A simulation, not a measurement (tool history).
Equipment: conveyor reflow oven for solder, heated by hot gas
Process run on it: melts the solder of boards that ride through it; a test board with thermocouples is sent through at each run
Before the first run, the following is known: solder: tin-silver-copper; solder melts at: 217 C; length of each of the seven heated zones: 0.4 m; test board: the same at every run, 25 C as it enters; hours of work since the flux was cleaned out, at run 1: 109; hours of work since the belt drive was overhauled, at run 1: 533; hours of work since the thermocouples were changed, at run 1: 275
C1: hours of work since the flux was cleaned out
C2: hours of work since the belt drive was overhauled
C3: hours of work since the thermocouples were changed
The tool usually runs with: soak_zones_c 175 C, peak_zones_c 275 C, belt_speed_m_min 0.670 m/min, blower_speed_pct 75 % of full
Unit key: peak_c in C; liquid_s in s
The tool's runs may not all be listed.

run 1 hour=0.0 | soak_zones_c=175 peak_zones_c=275 belt_speed_m_min=0.670 blower_speed_pct=75 | C1=109 C2=533 C3=275 | peak_c=262.6 liquid_s=61.1
run 2 hour=13.8 | soak_zones_c=175 peak_zones_c=275 belt_speed_m_min=0.670 blower_speed_pct=75 | C1=117 C2=541 C3=283 | peak_c=262.8 liquid_s=61.2
run 3 hour=31.0 | soak_zones_c=176 peak_zones_c=275 belt_speed_m_min=0.670 blower_speed_pct=75 | C1=126 C2=550 C3=292 | peak_c=262.1 liquid_s=61.5
run 4 hour=51.5 | soak_zones_c=176 peak_zones_c=275 belt_speed_m_min=0.670 blower_speed_pct=75 | C1=137 C2=561 C3=303 | peak_c=262.0 liquid_s=61.2
run 5 hour=60.9 | soak_zones_c=176 peak_zones_c=275 belt_speed_m_min=0.670 blower_speed_pct=75 | C1=142 C2=566 C3=308 | peak_c=262.1 liquid_s=61.3
run 6 hour=69.9 | soak_zones_c=175 peak_zones_c=286 belt_speed_m_min=0.670 blower_speed_pct=75 | C1=147 C2=571 C3=313 | peak_c=272.0 liquid_s=65.4
run 7 hour=88.1 | soak_zones_c=175 peak_zones_c=286 belt_speed_m_min=0.670 blower_speed_pct=75 | C1=157 C2=581 C3=323 | peak_c=271.7 liquid_s=65.2
run 8 hour=107.2 | soak_zones_c=175 peak_zones_c=286 belt_speed_m_min=0.670 blower_speed_pct=75 | C1=167 C2=591 C3=333 | peak_c=271.9 liquid_s=65.3
run 9 hour=119.0 | soak_zones_c=175 peak_zones_c=286 belt_speed_m_min=0.670 blower_speed_pct=75 | C1=174 C2=597 C3=340 | peak_c=271.8 liquid_s=65.1
run 10 hour=137.6 | soak_zones_c=189 peak_zones_c=275 belt_speed_m_min=0.670 blower_speed_pct=75 | C1=184 C2=608 C3=350 | peak_c=263.0 liquid_s=66.5
run 11 hour=155.2 | soak_zones_c=189 peak_zones_c=275 belt_speed_m_min=0.670 blower_speed_pct=75 | C1=193 C2=617 C3=359 | peak_c=263.4 liquid_s=66.4
run 12 hour=165.7 | soak_zones_c=189 peak_zones_c=275 belt_speed_m_min=0.670 blower_speed_pct=75 | C1=199 C2=623 C3=365 | peak_c=263.5 liquid_s=66.7
run 13 hour=183.7 | soak_zones_c=189 peak_zones_c=275 belt_speed_m_min=0.670 blower_speed_pct=75 | C1=209 C2=632 C3=375 | peak_c=263.5 liquid_s=66.7
run 14 hour=203.3 | soak_zones_c=189 peak_zones_c=275 belt_speed_m_min=0.670 blower_speed_pct=75 | C1=219 C2=643 C3=385 | peak_c=263.7 liquid_s=66.4
run 15 hour=222.1 | soak_zones_c=189 peak_zones_c=275 belt_speed_m_min=0.670 blower_speed_pct=75 | C1=230 C2=653 C3=395 | peak_c=262.9 liquid_s=66.5
run 16 hour=232.8 | soak_zones_c=189 peak_zones_c=288 belt_speed_m_min=0.670 blower_speed_pct=75 | C1=235 C2=659 C3=401 | peak_c=274.9 liquid_s=70.8
run 17 hour=251.9 | soak_zones_c=189 peak_zones_c=278 belt_speed_m_min=0.670 blower_speed_pct=75 | C1=246 C2=669 C3=411 | peak_c=265.5 liquid_s=67.7
run 18 hour=274.1 | soak_zones_c=178 peak_zones_c=267 belt_speed_m_min=0.551 blower_speed_pct=75 | C1=258 C2=681 C3=423 | peak_c=258.3 liquid_s=74.7
run 19 hour=287.5 | soak_zones_c=178 peak_zones_c=267 belt_speed_m_min=0.551 blower_speed_pct=75 | C1=265 C2=689 C3=431 | peak_c=258.8 liquid_s=74.8
run 20 hour=305.3 | soak_zones_c=178 peak_zones_c=267 belt_speed_m_min=0.551 blower_speed_pct=75 | C1=275 C2=698 C3=440 | peak_c=258.3 liquid_s=75.0
run 21 hour=327.3 | soak_zones_c=175 peak_zones_c=275 belt_speed_m_min=0.712 blower_speed_pct=54 | C1=287 C2=710 C3=452 | peak_c=254.9 liquid_s=52.3
run 22 hour=348.7 | soak_zones_c=175 peak_zones_c=275 belt_speed_m_min=0.712 blower_speed_pct=54 | C1=298 C2=722 C3=464 | peak_c=254.6 liquid_s=52.2
run 23 hour=366.0 | soak_zones_c=168 peak_zones_c=274 belt_speed_m_min=0.774 blower_speed_pct=89 | C1=307 C2=731 C3=473 | peak_c=255.7 liquid_s=47.7
run 24 hour=386.6 | soak_zones_c=175 peak_zones_c=275 belt_speed_m_min=0.565 blower_speed_pct=61 | C1=319 C2=742 C3=484 | peak_c=263.1 liquid_s=74.0
run 25 hour=405.9 | soak_zones_c=168 peak_zones_c=275 belt_speed_m_min=0.670 blower_speed_pct=73 | C1=329 C2=753 C3=495 | peak_c=259.1 liquid_s=57.1
run 26 hour=426.9 | soak_zones_c=183 peak_zones_c=275 belt_speed_m_min=0.670 blower_speed_pct=54 | C1=340 C2=764 C3=506 | peak_c=258.1 liquid_s=61.3
-- hour=450.7 flux residue cleaned out of gas plates and filters
run 27 hour=452.3 | soak_zones_c=182 peak_zones_c=274 belt_speed_m_min=0.670 blower_speed_pct=77 | C1=1 C2=775 C3=517 | peak_c=263.1 liquid_s=64.4
run 28 hour=468.5 | soak_zones_c=182 peak_zones_c=274 belt_speed_m_min=0.670 blower_speed_pct=77 | C1=10 C2=784 C3=526 | peak_c=263.0 liquid_s=64.1
run 29 hour=483.8 | soak_zones_c=182 peak_zones_c=274 belt_speed_m_min=0.670 blower_speed_pct=77 | C1=18 C2=792 C3=534 | peak_c=263.1 liquid_s=64.1
run 30 hour=504.6 | soak_zones_c=182 peak_zones_c=274 belt_speed_m_min=0.670 blower_speed_pct=77 | C1=29 C2=803 C3=545 | peak_c=262.6 liquid_s=64.0

Each row is a separate what-if for the run after 30, all from the same tool condition, not one after another. Results?
run A hour=515.7 | soak_zones_c=170 peak_zones_c=274 belt_speed_m_min=0.670 blower_speed_pct=54 | C1=35 C2=809 C3=551 | peak_c=? liquid_s=?
run B hour=515.7 | soak_zones_c=188 peak_zones_c=274 belt_speed_m_min=0.698 blower_speed_pct=77 | C1=35 C2=809 C3=551 | peak_c=? liquid_s=?
run C hour=515.7 | soak_zones_c=182 peak_zones_c=282 belt_speed_m_min=0.670 blower_speed_pct=80 | C1=35 C2=809 C3=551 | peak_c=? liquid_s=?
run D hour=515.7 | soak_zones_c=168 peak_zones_c=279 belt_speed_m_min=0.670 blower_speed_pct=78 | C1=35 C2=809 C3=551 | peak_c=? liquid_s=?
run E hour=515.7 | soak_zones_c=161 peak_zones_c=282 belt_speed_m_min=0.670 blower_speed_pct=89 | C1=35 C2=809 C3=551 | peak_c=? liquid_s=?

run=A peak_c=257.3 liquid_s=56.2
run=B peak_c=262.2 liquid_s=63.5
run=C peak_c=270.6 liquid_s=67.4
run=D peak_c=265.5 liquid_s=61.3
run=E peak_c=268.8 liquid_s=61.2
Take away the tool's hidden state, keep each run's random variation, and the runs would have read:
run=A peak_c=258.0 liquid_s=55.5
run=B peak_c=263.0 liquid_s=62.6
run=C peak_c=271.4 liquid_s=66.5
run=D peak_c=266.3 liquid_s=60.5
run=E peak_c=269.7 liquid_s=60.4
